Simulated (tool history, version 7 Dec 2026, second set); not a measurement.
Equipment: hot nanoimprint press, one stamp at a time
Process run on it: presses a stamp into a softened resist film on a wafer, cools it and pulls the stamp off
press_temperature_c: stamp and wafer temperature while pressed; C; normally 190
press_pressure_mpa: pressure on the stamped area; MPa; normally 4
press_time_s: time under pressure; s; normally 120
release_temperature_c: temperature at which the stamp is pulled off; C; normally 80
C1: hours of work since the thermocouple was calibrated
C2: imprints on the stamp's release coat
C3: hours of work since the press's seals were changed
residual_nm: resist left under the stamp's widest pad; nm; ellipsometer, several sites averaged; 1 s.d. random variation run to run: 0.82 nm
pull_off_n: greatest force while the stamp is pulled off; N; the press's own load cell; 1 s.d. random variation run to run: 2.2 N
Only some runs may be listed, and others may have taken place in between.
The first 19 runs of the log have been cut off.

Run 20, hour 1302.4: usual settings but release_temperature_c 77 C; C1 193; C2 1121; C3 107. Result: residual_nm 183.9 nm, pull_off_n 131 N.
At hour 1365.6: stamp cleaned and given a new release coat.
Run 21, hour 1394.7: usual settings but release_temperature_c 77 C; C1 258; C2 132; C3 172. Result: residual_nm 184.7 nm, pull_off_n 105 N.
Run 22, hour 1464.3: usual settings but release_temperature_c 77 C; C1 311; C2 447; C3 225. Result: residual_nm 182.7 nm, pull_off_n 116 N.
Run 23, hour 1532.3: usual settings but release_temperature_c 77 C; C1 362; C2 755; C3 276. Result: residual_nm 183.4 nm, pull_off_n 123 N.
At hour 1563.6: plate thermocouple calibrated.
Run 24, hour 1580.2: usual settings but release_temperature_c 77 C; C1 13; C2 959; C3 310. Result: residual_nm 185.6 nm, pull_off_n 128 N.
At hour 1678.3: stamp cleaned and given a new release coat.
Run 25, hour 1680: usual settings but press_temperature_c 195 C, press_pressure_mpa 3.82 MPa, press_time_s 116 s, release_temperature_c 74 C; C1 83; C2 8; C3 381. Result: residual_nm 170.9 nm, pull_off_n 105 N.
Run 26, hour 1775.5: usual settings but press_temperature_c 195 C, press_pressure_mpa 3.82 MPa, press_time_s 116 s, release_temperature_c 74 C; C1 156; C2 440; C3 453. Result: residual_nm 168.4 nm, pull_off_n 119 N.
Run 27, hour 1860: usual settings but press_pressure_mpa 4.18 MPa, press_time_s 155 s; C1 220; C2 824; C3 517. Result: residual_nm 166.5 nm, pull_off_n 115 N.
Run 28, hour 1934.1: usual settings but press_temperature_c 182 C, press_pressure_mpa 4.18 MPa, press_time_s 76 s, release_temperature_c 82 C; C1 276; C2 1159; C3 573. Result: residual_nm 251.3 nm, pull_off_n 117 N.
At hour 1990: stamp cleaned and given a new release coat.
Run 29, hour 1993.2: usual settings but press_pressure_mpa 4.38 MPa, press_time_s 98 s; C1 316; C2 15; C3 614. Result: residual_nm 187.5 nm, pull_off_n 93 N.
Run 30, hour 2055.4: usual settings but press_temperature_c 201 C, press_pressure_mpa 4.86 MPa, press_time_s 240 s, release_temperature_c 66 C; C1 363; C2 297; C3 661. Result: residual_nm 98.6 nm, pull_off_n 136 N.

3 ways to go on from here, each from the tool as it stands after run 30. What would each give?
At hour 2080.9: plate thermocouple calibrated.
Run A, hour 2144.6: usual settings but press_temperature_c 179 C, press_pressure_mpa 4.86 MPa, press_time_s 196 s, release_temperature_c 84 C; C1 48; C2 687; C3 726. Result: residual_nm ?, pull_off_n ?.
At hour 2080.9: plate thermocouple calibrated.
Run B, hour 2144.6: usual settings but press_temperature_c 182 C, press_pressure_mpa 4.86 MPa, press_time_s 240 s, release_temperature_c 76 C; C1 48; C2 687; C3 726. Result: residual_nm ?, pull_off_n ?.
At hour 2080.9: plate thermocouple calibrated.
Run C, hour 2144.6: usual settings but press_temperature_c 180 C, press_pressure_mpa 4.86 MPa, press_time_s 240 s, release_temperature_c 70 C; C1 48; C2 687; C3 726. Result: residual_nm ?, pull_off_n ?.

run  residual_nm  pull_off_n
  A        196.1         101
  B        167.6         129
  C        179.4         135
The same runs, with their run-to-run variation unchanged, on a tool lacking any hidden condition would have given:
run  residual_nm  pull_off_n
  A        192.5          87
  B        164.3         111
  C          176         115

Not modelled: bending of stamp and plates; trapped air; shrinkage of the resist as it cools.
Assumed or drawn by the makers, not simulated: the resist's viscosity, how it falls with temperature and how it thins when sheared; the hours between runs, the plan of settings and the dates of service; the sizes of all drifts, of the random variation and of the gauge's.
